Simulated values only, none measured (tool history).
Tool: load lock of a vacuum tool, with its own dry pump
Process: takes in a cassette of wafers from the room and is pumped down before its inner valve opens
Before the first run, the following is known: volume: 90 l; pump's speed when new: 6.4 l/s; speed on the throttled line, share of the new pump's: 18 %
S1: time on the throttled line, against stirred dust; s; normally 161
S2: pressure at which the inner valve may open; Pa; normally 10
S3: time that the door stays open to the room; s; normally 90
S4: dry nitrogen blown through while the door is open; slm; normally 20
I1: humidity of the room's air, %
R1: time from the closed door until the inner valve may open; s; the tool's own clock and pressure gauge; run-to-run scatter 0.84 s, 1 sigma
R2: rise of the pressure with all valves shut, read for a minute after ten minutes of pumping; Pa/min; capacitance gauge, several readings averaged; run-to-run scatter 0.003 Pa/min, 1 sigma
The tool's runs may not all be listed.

run	hour	S1	S2	S3	S4	I1	R1	R2
1	0.0	161	10	90	20	43.8	268.1	0.039
2	451.5	87	10	90	20	44.5	209.2	0.044
3	702.4	87	10	90	20	45.9	207.9	0.041
4	1170.2	87	10	90	20	48.5	209.2	0.053
5	1447.3	161	10	183	20	46.2	268.4	0.061
6	1921.7	161	10	183	20	47.9	269.7	0.070
7	2215.2	161	10	90	20	40.8	269.8	0.064
8	2567.2	161	10	90	20	42.5	271.1	0.074
9	2960.2	161	10	90	20	43.7	270.1	0.077
10	3208.9	109	10	90	20	41.9	227.4	0.082
11	3444.7	109	10	90	20	46.4	228.7	0.095
12	3754.3	161	10	84	20	42.6	269.3	0.094
13	4158.2	161	10	84	20	45.9	271.5	0.103
14	4358.5	161	10	93	20	44.2	269.6	0.105
15	4782.7	161	10	90	20	44.0	269.6	0.110
16	5234.9	161	10	90	15	42.5	270.2	0.128
17	5614.1	161	12	90	20	46.6	269.1	0.127
18	6018.3	161	12	90	20	43.0	269.6	0.139
19	6287.7	254	12	90	33	42.9	342.7	0.146
20	6719.5	189	12	90	18	45.1	291.1	0.158
21	7147.5	161	12	62	6	45.4	268.8	0.173
22	7497.0	161	12	62	6	42.1	268.3	0.179
23	7923.9	161	12	62	6	46.0	270.9	0.193
24	8298.1	161	12	62	6	44.3	269.5	0.202
25	8567.1	102	18	31	38	45.2	214.2	0.201
26	8826.5	102	18	31	38	44.0	215.0	0.206
27	9282.2	245	11	171	17	44.4	338.1	0.240
28	9585.7	317	11	231	17	45.3	395.8	0.249
29	9893.2	161	10	234	20	45.4	273.8	0.262
30	10121.7	161	10	234	20	44.5	275.5	0.269
31	10395.6	161	10	90	8	44.8	273.6	0.277
32	10793.9	161	10	107	8	47.7	273.5	0.290
33	11193.6	161	10	107	8	46.4	274.7	0.298
34	11506.1	161	10	107	8	43.2	273.6	0.308
35	11953.9	161	10	107	8	43.9	274.1	0.330
36	12234.3	144	11	147	7	46.6	259.3	0.345

A few steps of R1 between consecutive runs. Split each: what settings, incoming material and random variation would produce without the hidden state, and what is left over for the hidden state, along with gauge scatter present in only one of the two compared results (measured, and without hidden state):
Hidden state at play: pump's speed, % of a new pump's; leak at the door's seal, Pa l/s; drift of the gauge itself on ready_s, %; drift of the gauge itself on rise_pa_min, %.
Run 18 -> 19: S1 161 -> 254, S4 20 -> 33. R1 +73.1 s: hidden state -1.2, all else +74.3.
Run 19 -> 20: S1 254 -> 189, S4 33 -> 18. R1 -51.6 s: hidden state +1.4, all else -53.0.
Run 26 -> 27: S1 102 -> 245, S2 18 -> 11, S3 31 -> 171, S4 38 -> 17. R1 +123.1 s: hidden state -1.3, all else +124.4.
Run 28 -> 29: S1 317 -> 161, S2 11 -> 10, S3 231 -> 234, S4 17 -> 20. R1 -122.0 s: hidden state +3.1, all else -125.1.
